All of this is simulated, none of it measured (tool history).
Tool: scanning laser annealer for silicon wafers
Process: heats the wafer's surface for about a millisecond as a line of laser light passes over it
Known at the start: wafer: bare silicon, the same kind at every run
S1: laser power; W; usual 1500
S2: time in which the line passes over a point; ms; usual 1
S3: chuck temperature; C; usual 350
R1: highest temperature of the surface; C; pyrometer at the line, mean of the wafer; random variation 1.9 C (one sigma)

run,hour,S1,S2,S3,R1
1,0,1500,1,350,1151
2,71.7,1500,0.98,350,1139
3,121.2,1500,1,350,1150
4,194.4,1500,1,350,1155
5,240.5,1500,1,350,1150
6,279.1,1500,1,350,1154
7,338.5,1500,1,350,1149
8,386.9,1500,1,350,1153
9,437.6,1500,1,350,1156
# hour 500.7: window over the wafer cleaned
10,500.7,1500,1,350,1154
11,566.5,1500,1,350,1153
12,617,1500,1,350,1155
13,676.5,1500,1,350,1154
14,744.8,1500,1,350,1155
15,793.1,1332,1.2,316,1081
16,859,1500,0.93,340,1111
17,896.5,1577,0.73,350,1065
18,947.6,1570,0.73,319,1026
19,1026.1,1331,1.2,311,1075
20,1103.3,1380,1.24,331,1151
21,1184.7,1500,1,372,1177
22,1268.3,1500,1,372,1171
23,1310.7,1549,1.12,369,1264
24,1348.9,1549,1.02,389,1239
25,1417.9,1549,1.02,389,1234

Forecast each of these 3 alternatives for the next run:
A,1485.2,1549,0.81,345,?
B,1485.2,1421,1.02,389,?
C,1485.2,1549,1.02,338,?

run,R1
A,1085
B,1144
C,1182
Without the tool's hidden state the same runs would have given:
run,R1
A,1086
B,1146
C,1183

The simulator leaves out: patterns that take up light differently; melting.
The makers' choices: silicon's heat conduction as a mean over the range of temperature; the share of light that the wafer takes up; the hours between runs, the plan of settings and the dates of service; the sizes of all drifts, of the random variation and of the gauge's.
